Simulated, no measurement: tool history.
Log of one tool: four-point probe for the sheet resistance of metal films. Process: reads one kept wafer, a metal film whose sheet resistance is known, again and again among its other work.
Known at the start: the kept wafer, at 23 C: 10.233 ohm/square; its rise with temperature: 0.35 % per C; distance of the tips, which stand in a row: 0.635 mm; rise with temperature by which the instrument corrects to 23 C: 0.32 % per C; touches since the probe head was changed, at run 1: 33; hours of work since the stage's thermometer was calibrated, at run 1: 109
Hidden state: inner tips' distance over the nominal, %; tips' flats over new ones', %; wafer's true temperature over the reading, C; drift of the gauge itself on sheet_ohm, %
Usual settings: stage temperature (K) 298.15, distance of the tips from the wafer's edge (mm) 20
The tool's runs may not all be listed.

run   hour  stage temperature (K)  distance of the tips from the wafer's edge (mm)  touches since the probe head was changed  hours of work since the stage's thermometer was calibrated  sheet resistance as the instrument gives it (ohm/square)
  1      0                 298.15                                               20                                        33                                                         109                                                 10.243941
  2   13.3                 298.15                                               20                                       245                                                         119                                                 10.243536
  3   26.3                 298.15                                               20                                       453                                                         129                                                 10.239582
  4   43.5                 298.15                                               20                                       728                                                         142                                                 10.244865
  5   57.3                 298.15                                                4                                       949                                                         153                                                 10.371893
  6   68.7                 298.15                                               20                                      1131                                                         162                                                  10.24241
  7   76.9                 298.15                                               20                                      1262                                                         168                                                 10.246397
  8     90                 300.15                                               20                                      1471                                                         179                                                 10.248178
  9    100                 300.15                                                3                                      1630                                                         186                                                  10.48905
 10  110.7                 300.15                                                3                                      1802                                                         195                                                 10.486066
 11  125.8                 299.15                                               20                                      2043                                                         206                                                 10.247559
 12  137.1                 299.15                                               20                                      2224                                                         215                                                 10.248134
 13  147.7                 298.15                                               20                                      2394                                                         223                                                 10.246171
 14  155.4                 298.15                                               20                                      2515                                                         229                                                 10.243672
 15  163.6                 298.15                                               20                                      2646                                                         236                                                 10.245558
 16  178.2                 298.15                                               20                                      2879                                                         247                                                  10.24709
 17  187.3                 298.15                                                7                                      3026                                                         254                                                 10.285083
 18  201.6                 298.15                                                7                                      3254                                                         265                                                 10.284768
 19  212.4                 298.15                                                7                                      3426                                                         273                                                 10.285861
 20  225.9                 298.15                                                5                                      3643                                                         284                                                  10.32921
 21  240.6                 292.15                                               20                                      3878                                                         295                                                 10.222449
 22  254.2                 298.15                                               20                                      4094                                                         306                                                 10.246605
 23    267                 298.15                                               20                                      4299                                                         316                                                 10.244273
     268.8  -- stage's thermometer calibrated
 24    275                 294.15                                                9                                      4419                                                           5                                                 10.253903
 25  291.5                 294.15                                                9                                      4682                                                          18                                                 10.262199
       296  -- stage's thermometer calibrated, once more
 26  306.4                 294.15                                                9                                      4912                                                           8                                                 10.247111
 27  317.1                 294.15                                                9                                      5083                                                          16                                                 10.251635
 28  334.3                 298.15                                               20                                      5359                                                          30                                                 10.240677
 29  351.4                 298.15                                               20                                      5631                                                          43                                                 10.242266
 30  367.5                 298.15                                               20                                      5889                                                          55                                                 10.241337
 31  377.3                 297.15                                               16                                      6045                                                          63                                                 10.243061
 32  388.9                 293.15                                               69                                      6231                                                          72                                                 10.221395
 33  399.3                 299.15                                               29                                      6396                                                          80                                                 10.247654
 34  409.2                 297.15                                               42                                      6555                                                          88                                                 10.234783
 35  417.4                 307.15                                               43                                      6686                                                          94                                                 10.268728
 36  425.2                 307.15                                               43                                      6810                                                         100                                                 10.267001
 37  435.6                 295.15                                               20                                      6977                                                         108                                                 10.233762
 38  444.2                 303.15                                               20                                      7113                                                         115                                                  10.25586
 39  452.9                 291.15                                               17                                      7253                                                         122                                                 10.224445
 40    461                 293.15                                                8                                      7382                                                         128                                                 10.256473
 41  471.5                 293.15                                                8                                      7549                                                         136                                                 10.259575

Forecast run 42:
 42  483.3                 293.15                                                8                                      7738                                                         145                                                         ?

Run 42 gave sheet resistance as the instrument gives it (ohm/square) 10.256731.
Without the tool's hidden state the same run would have given sheet resistance as the instrument gives it (ohm/square) 10.256615.
